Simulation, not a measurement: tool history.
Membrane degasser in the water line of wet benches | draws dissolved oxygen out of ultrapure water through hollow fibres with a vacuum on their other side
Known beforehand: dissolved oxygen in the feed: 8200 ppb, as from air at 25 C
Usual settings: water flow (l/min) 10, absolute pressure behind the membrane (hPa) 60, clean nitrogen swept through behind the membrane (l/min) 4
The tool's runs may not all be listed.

run,hour,water flow (l/min),absolute pressure behind the membrane (hPa),clean nitrogen swept through behind the membrane (l/min),dissolved oxygen in the water behind the degasser (ppb),pressure that the water loses in the fibres (hPa)
1,0,10,60,4,29.1,597.4
2,103.3,10,60,4,28.6,599.2
3,235.6,10,60,4,29.2,597.7
4,325.1,10,60,4,28.4,598.7
5,455.4,10,60,4,28.7,598
6,511.8,10,60,4,28,603.3
7,601.8,10,60,4,28.1,596.2
8,729.9,10,60,4,29.1,598.8
9,845.2,10,60,4,28.8,596.2
10,969.7,10,52.8,4,24,592.5
11,1032.3,10,52.8,4,23.8,596.7
12,1101.8,10,60,4,28.2,595.9
13,1220.8,10,60,4,29,593.8
14,1349.8,10,118.3,4,64.3,598.3
15,1478,10,118.3,4,63.4,596.6
16,1558.8,10,118.3,4,64.5,600
17,1635.2,10,118.3,10.53,31.9,599.9
18,1733,8,36.7,2.39,6.1,479.1
19,1837.8,10,50.5,6.38,18.1,595.6
20,1895.5,12,60,10.87,36.4,718.3
21,1999.7,12,60,10.87,36.9,719.6
22,2133.3,12,60,1.7,76.8,715.6
23,2271.2,11,52.7,4,32.9,660.4
24,2410.4,15,59.1,1.95,125.1,899.2
25,2550.9,10,60,1.75,50.3,596.9
26,2607.5,10,60,1.75,49.7,597.3
# hour 2728.3: seals of the vacuum lines changed
27,2728.3,10,60,1.75,49.4,596.9
28,2846.2,13,60,3.64,66.2,777
29,2957.6,7,60,5.2,10.4,419.2
30,3026.3,14,141.7,9.79,94.9,835.8
31,3122.3,7,60,6.06,9.1,416.1
32,3186.2,10,41.4,2.28,21.5,598.4

Below are 3 alternative next runs, each starting from the tool's condition after run 32. Predict each:
A,3288.7,10,56.4,4,?,?
B,3288.7,10,92.7,4,?,?
C,3288.7,8,80.1,3.31,?,?

run,dissolved oxygen in the water behind the degasser (ppb),pressure that the water loses in the fibres (hPa)
A,26.6,599.8
B,47.6,596.5
C,31.4,477.8
Without the tool's unlogged condition, the same runs would have read:
run,dissolved oxygen in the water behind the degasser (ppb),pressure that the water loses in the fibres (hPa)
A,26.6,599.6
B,47.6,596.4
C,31.3,477.7
